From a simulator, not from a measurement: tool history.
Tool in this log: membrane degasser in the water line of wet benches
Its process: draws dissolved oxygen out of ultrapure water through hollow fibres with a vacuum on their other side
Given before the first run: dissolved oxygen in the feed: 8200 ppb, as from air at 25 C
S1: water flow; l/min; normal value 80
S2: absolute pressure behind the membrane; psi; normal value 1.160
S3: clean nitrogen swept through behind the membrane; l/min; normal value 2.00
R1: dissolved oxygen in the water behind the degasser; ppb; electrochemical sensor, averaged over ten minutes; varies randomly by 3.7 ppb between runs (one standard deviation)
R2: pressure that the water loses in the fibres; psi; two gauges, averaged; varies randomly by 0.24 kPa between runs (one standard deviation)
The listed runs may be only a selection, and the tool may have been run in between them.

run    hour   S1     S2    S3      R1      R2
  1     0.0   80  1.160  2.00   394.1   8.936
  2    57.5   80  1.160  2.00   394.6   8.949
  3   161.9   80  1.160  2.00   388.1   8.923
  4   212.8   80  1.160  2.00   390.5   8.862
  5   309.1   80  1.160  2.00   396.0   9.011
  6   381.1   80  1.160  2.00   389.1   8.937
  7   465.9   80  1.160  2.00   399.0   8.897
  8   523.1   80  1.253  2.00   441.3   8.960
  9   617.3   80  1.253  2.00   439.9   8.876
 10   728.4  102  1.160  2.00   485.7  11.358
 11   801.1  102  1.160  2.00   475.8  11.438
 12   896.9   80  1.160  2.00   398.2   8.937
 13   945.1   58  1.189  3.55   197.7   6.493
 14  1047.4   80  0.935  2.83   216.5   9.004
 15  1103.4  104  0.937  2.79   275.6  11.604
 16  1182.2   49  0.873  1.29   233.6   5.471
 17  1250.5   80  1.160  2.21   368.7   9.021
     1279.7  -- seals of the vacuum lines changed
 18  1334.0   72  1.160  2.00   371.5   8.050
 19  1401.9  124  2.496  0.80  2360.6  13.899
 20  1488.7   61  1.160  2.76   248.3   6.836
 21  1582.7   59  1.524  0.96   778.8   6.618
 22  1646.1   59  1.524  0.96   788.5   6.593
 23  1722.2   95  1.459  2.64   506.2  10.640

Predict each of these 5 candidate next runs independently; none follows another, all start after run 23:
  A  1833.4  52  1.613  2.00   ?   ?
  B  1833.4  53  2.640  0.88   ?   ?
  C  1833.4  66  1.112  5.90   ?   ?
  D  1833.4  53  1.459  2.64   ?   ?
  E  1833.4  80  1.160  1.76   ?   ?

run      R1     R2
  A   435.1  5.887
  B  1448.7  5.964
  C   125.6  7.430
  D   313.0  5.990
  E   438.8  9.033
Without the tool's unlogged condition, the same runs would have read:
run      R1     R2
  A   417.0  5.800
  B  1420.0  5.877
  C   116.3  7.322
  D   297.8  5.903
  E   409.6  8.901
